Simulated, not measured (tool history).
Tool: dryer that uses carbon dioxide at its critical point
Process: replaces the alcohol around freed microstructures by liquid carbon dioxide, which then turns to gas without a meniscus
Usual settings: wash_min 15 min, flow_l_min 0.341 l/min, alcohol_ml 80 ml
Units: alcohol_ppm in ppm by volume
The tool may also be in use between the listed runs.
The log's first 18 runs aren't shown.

run     day  wash_min  flow_l_min  alcohol_ml  hours of work since the filter was changed  hours of work since the purifier's bed was changed  alcohol_ppm
 19   6.683        10       0.314          58                                         247                                                 303         4193
 20   7.054        20       0.362          80                                         254                                                 310          295
 21   7.438        14       0.341          96                                         261                                                 317         1837
 22   7.896        14       0.341          96                                         269                                                 326         1825
 23   8.179        15       0.207          21                                         274                                                 331         1755
 24   8.492         9       0.364          33                                         280                                                 337         2216
 25   8.971         9       0.364          33                                         289                                                 346         2262
 26   9.283         9       0.364          33                                         295                                                 351         2223
 27   9.733         9       0.373          57                                         303                                                 360         3552
       10.1  -- inlet filter changed
 28    10.1        12       0.237          61                                           0                                                 366         4818
 29  10.512        12       0.237          61                                           8                                                 373         4946
 30  10.858        11       0.302          80                                          14                                                 380         4199
 31  11.167        15       0.381          40                                          20                                                 385          386

Forecast each of these 4 alternatives for the next run:
  A  11.529        20       0.337          60                                          26                                                 392            ?
  B  11.529        10       0.341          80                                          26                                                 392            ?
  C  11.529        15       0.454          40                                          26                                                 392            ?
  D  11.529        13       0.341          34                                          26                                                 392            ?

run  alcohol_ppm
  A          313
  B         3796
  C          244
  D          788
Without the tool's hidden state the same runs would have given:
run  alcohol_ppm
  A          134
  B         3525
  C           68
  D          595
